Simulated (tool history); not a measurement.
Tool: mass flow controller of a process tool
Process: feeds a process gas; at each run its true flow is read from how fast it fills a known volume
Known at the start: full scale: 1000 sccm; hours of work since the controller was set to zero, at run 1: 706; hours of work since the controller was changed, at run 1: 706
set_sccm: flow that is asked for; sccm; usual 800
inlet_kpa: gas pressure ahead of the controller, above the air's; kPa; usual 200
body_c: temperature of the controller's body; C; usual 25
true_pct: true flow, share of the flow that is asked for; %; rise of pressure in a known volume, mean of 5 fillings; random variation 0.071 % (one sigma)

run      day  set_sccm  inlet_kpa  body_c  hours of work since the controller was set to zero  hours of work since the controller was changed  true_pct
  1    0.000       800        200      25                                                 706                                             706     99.38
  2    4.025       800        200      25                                                 737                                             737     99.35
  3    8.079       800        182      25                                                 767                                             767     99.31
  4   11.292       800        264      25                                                 791                                             791     99.45
  5   14.808       800        264      25                                                 818                                             818     99.48
  6   19.875       800        200      25                                                 856                                             856     99.34
  7   26.150       800        200      25                                                 903                                             903     99.17
  8   28.808       800        150      25                                                 923                                             923     99.22
  9   32.400       800        182      25                                                 950                                             950     99.17
 10   35.596       800        182      25                                                 974                                             974     99.25
 11   40.992       800        182      25                                                1014                                            1014     99.40
 12   45.862       800        152      25                                                1051                                            1051     99.20
 13   48.712       800        152      25                                                1072                                            1072     99.27
 14   54.421       800        152      25                                                1115                                            1115     99.16
 15   58.158       800        152      25                                                1143                                            1143     99.12
 16   61.671       800        152      31                                                1169                                            1169     99.60
 17   68.038       800        152      31                                                1217                                            1217     99.60
 18   72.617       800        152      31                                                1251                                            1251     99.52
 19   78.521       800        200      25                                                1296                                            1296     98.97
 20   83.183       800        200      25                                                1331                                            1331     99.10
 21   87.808       800        200      25                                                1365                                            1365     99.02
 22   94.038       800        200      25                                                1412                                            1412     99.14
 23  100.221       800        200      25                                                1459                                            1459     99.02
 24  104.888       800        200      25                                                1494                                            1494     98.92
 25  108.533       210        175      25                                                1521                                            1521     97.47
 26  113.175       210        175      25                                                1556                                            1556     97.43
 27  119.558       130        193      25                                                1604                                            1604     96.78
 28  123.917       591        201      21                                                1636                                            1636     98.17
 29  126.921       163        210      26                                                1659                                            1659     96.99
 30  132.292       163        210      26                                                1699                                            1699     97.06
 31  135.479       163        210      26                                                1723                                            1723     97.11
 32  140.117       163        210      26                                                1758                                            1758     96.99
 33  142.875       294        200      24                                                1779                                            1779     97.51
 34  146.133       294        200      24                                                1803                                            1803     97.66
 35  151.521       820        177      26                                                1843                                            1843     98.87
 36  155.421       820        142      35                                                1873                                            1873     99.60
 37  161.296       113        171      25                                                1917                                            1917     96.13
 38  165.842       113        171      37                                                1951                                            1951     96.97
 39  170.367       196        171      38                                                1985                                            1985     98.02
 40  173.042       658        166      23                                                2005                                            2005     98.28
 41  177.896       658        166      23                                                2041                                            2041     98.18
 42  183.471       658        166      23                                                2083                                            2083     98.39
 43  187.033       209        262      24                                                2110                                            2110     96.93
 44  192.450       209        262      24                                                2151                                            2151     96.97

Forecast run 45:
 45  196.458       209        262      24                                                2181                                            2181         ?

Run 45 gave true_pct 96.85 %.
Without the tool's hidden state the same run would have given true_pct 98.71 %.

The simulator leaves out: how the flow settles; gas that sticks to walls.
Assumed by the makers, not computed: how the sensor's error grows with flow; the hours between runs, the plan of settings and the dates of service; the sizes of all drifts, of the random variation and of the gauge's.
